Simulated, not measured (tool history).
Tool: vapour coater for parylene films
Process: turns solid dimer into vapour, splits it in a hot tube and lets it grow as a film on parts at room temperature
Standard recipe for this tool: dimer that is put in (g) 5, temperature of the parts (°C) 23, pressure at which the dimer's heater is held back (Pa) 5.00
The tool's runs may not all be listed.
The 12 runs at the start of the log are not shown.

| run | hour | dimer that is put in (g) | temperature of the parts (°C) | pressure at which the dimer's heater is held back (Pa) | hours of work since the trap's valve was overhauled | hours of work since the table's thermometer was calibrated | thickness of the film (um) |
|---|---|---|---|---|---|---|---|
| 13 | 232.0 | 5 | 23 | 5.00 | 34 | 689 | 1.14 |
| 14 | 253.6 | 4 | 23 | 5.00 | 49 | 704 | 0.91 |
| 15 | 280.0 | 4 | 23 | 5.00 | 67 | 722 | 0.90 |
| 16 | 301.9 | 4 | 23 | 5.00 | 82 | 737 | 0.91 |
| 17 | 325.7 | 4 | 23 | 5.00 | 98 | 753 | 0.93 |
| 18 | 346.8 | 5 | 23 | 4.16 | 113 | 767 | 1.18 |
| 19 | 358.8 | 5 | 23 | 4.16 | 121 | 776 | 1.19 |
| 20 | 379.9 | 5 | 23 | 4.16 | 135 | 790 | 1.18 |
| 21 | 397.4 | 5 | 23 | 4.16 | 147 | 802 | 1.14 |
| 22 | 422.9 | 5 | 16 | 5.00 | 165 | 819 | 1.22 |
| 23 | 445.5 | 5 | 16 | 5.00 | 180 | 835 | 1.24 |
| 24 | 463.4 | 5 | 23 | 5.00 | 192 | 847 | 1.10 |
| 25 | 487.6 | 5 | 23 | 5.00 | 209 | 864 | 1.10 |
| 26 | 503.8 | 6 | 33 | 5.00 | 220 | 875 | 1.12 |
| 27 | 521.4 | 6 | 33 | 5.00 | 232 | 887 | 1.11 |
| 28 | 536.9 | 2 | 23 | 3.28 | 242 | 897 | 0.51 |
| 29 | 554.2 | 2 | 23 | 3.28 | 254 | 909 | 0.54 |
| 30 | 567.0 | 2 | 23 | 3.28 | 263 | 918 | 0.46 |
| 31 | 582.8 | 2 | 17 | 3.28 | 274 | 929 | 0.53 |
| 32 | 605.0 | 4 | 24 | 5.00 | 289 | 944 | 0.84 |
| 33 | 622.0 | 4 | 24 | 5.00 | 301 | 955 | 0.85 |
| 34 | 639.7 | 2 | 17 | 5.00 | 313 | 967 | 0.49 |
| 35 | 663.9 | 7 | 26 | 2.59 | 329 | 984 | 1.70 |
| 36 | 686.4 | 6 | 35 | 5.00 | 345 | 999 | 1.05 |

Estimate the outcome of run 37 from the log above:
| 37 | 711.0 | 3 | 26 | 3.46 | 361 | 1016 | ? |

{"run 37": {"thickness of the film (um)": 0.66}}
The same run, on a tool lacking any hidden state, would have yielded thickness of the film (um) 0.73.
